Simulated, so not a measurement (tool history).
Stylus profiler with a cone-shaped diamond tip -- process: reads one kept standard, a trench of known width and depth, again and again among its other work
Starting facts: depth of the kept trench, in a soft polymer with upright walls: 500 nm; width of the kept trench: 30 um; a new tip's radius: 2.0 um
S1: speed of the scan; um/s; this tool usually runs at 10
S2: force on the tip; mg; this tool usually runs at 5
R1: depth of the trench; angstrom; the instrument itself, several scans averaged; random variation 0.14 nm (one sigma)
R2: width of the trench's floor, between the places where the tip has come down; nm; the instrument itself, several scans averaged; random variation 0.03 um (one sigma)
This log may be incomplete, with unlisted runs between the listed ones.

| run | hour | S1 | S2 | R1 | R2 |
|---|---|---|---|---|---|
| 1 | 0 | 10 | 5 | 5055.8 | 27040 |
| 2 | 14.9 | 10 | 5 | 5054.2 | 27020 |
| 3 | 30.4 | 10 | 5 | 5056.1 | 27070 |
| 4 | 49 | 10 | 6.69 | 5066.2 | 27030 |
| 5 | 62.7 | 10 | 6.69 | 5065.4 | 27060 |
| 6 | 75.2 | 10 | 4.84 | 5053.1 | 27070 |
| 7 | 92.7 | 10 | 4.84 | 5056.5 | 27040 |
| 8 | 101.1 | 10 | 4.84 | 5053.3 | 27050 |
| 9 | 111.7 | 10 | 4.84 | 5055 | 27030 |
| 10 | 128.5 | 10 | 4.84 | 5052.1 | 27030 |
| 11 | 145.9 | 10 | 4.84 | 5055.8 | 27050 |
| 12 | 154.6 | 10 | 4.84 | 5055.2 | 27070 |
| 13 | 174 | 10 | 5 | 5055.5 | 27000 |
| 14 | 192.3 | 10 | 5 | 5056.6 | 26960 |
| 15 | 205.2 | 10 | 5 | 5059.4 | 26970 |
| 16 | 225.2 | 10 | 5 | 5055.6 | 26970 |
| 17 | 244 | 10 | 5 | 5057.4 | 26940 |
| 18 | 262.8 | 10 | 5.17 | 5058.7 | 26930 |
| 19 | 282.4 | 3 | 1.97 | 5036 | 26960 |
| 20 | 292.6 | 3 | 5 | 5057.8 | 26920 |
| 21 | 306.3 | 26 | 2.15 | 5035.3 | 26830 |
| 22 | 321.8 | 4 | 5 | 5055 | 26960 |
| 23 | 332.8 | 8 | 12.12 | 5097 | 26970 |
| 24 | 341.6 | 4 | 9.04 | 5081.9 | 27020 |
| 25 | 354.8 | 4 | 9.04 | 5083 | 26970 |
| 26 | 368.9 | 16 | 6.68 | 5070.9 | 26940 |
| 27 | 384.8 | 9 | 3.07 | 5043 | 26910 |
| 28 | 393.1 | 37 | 2.96 | 5044.9 | 26730 |
| 29 | 410.4 | 7 | 4.52 | 5057.1 | 26980 |
| 30 | 424.4 | 22 | 8.72 | 5079.7 | 26940 |
| 31 | 444.7 | 10 | 14.38 | 5108.9 | 26970 |
| 32 | 460.7 | 39 | 2.08 | 5035.6 | 26720 |
| 33 | 480.5 | 11 | 13.15 | 5106.6 | 26890 |

Below are 5 alternative next runs, each starting from the tool's condition after run 33. Predict each:
| A | 489.3 | 23 | 1.88 | ? | ? |
| B | 489.3 | 10 | 2.64 | ? | ? |
| C | 489.3 | 5 | 2.45 | ? | ? |
| D | 489.3 | 11 | 3.17 | ? | ? |
| E | 489.3 | 2 | 12.91 | ? | ? |

| run | R1 | R2 |
|---|---|---|
| A | 5032.7 | 26780 |
| B | 5041.8 | 26880 |
| C | 5040.3 | 26940 |
| D | 5046.1 | 26940 |
| E | 5103.3 | 26950 |
The same runs, with their run-to-run variation unchanged, on a tool lacking any hidden condition would have given:
| run | R1 | R2 |
|---|---|---|
| A | 5023.8 | 27170 |
| B | 5032.9 | 27270 |
| C | 5031.4 | 27330 |
| D | 5037.2 | 27330 |
| E | 5094.4 | 27350 |

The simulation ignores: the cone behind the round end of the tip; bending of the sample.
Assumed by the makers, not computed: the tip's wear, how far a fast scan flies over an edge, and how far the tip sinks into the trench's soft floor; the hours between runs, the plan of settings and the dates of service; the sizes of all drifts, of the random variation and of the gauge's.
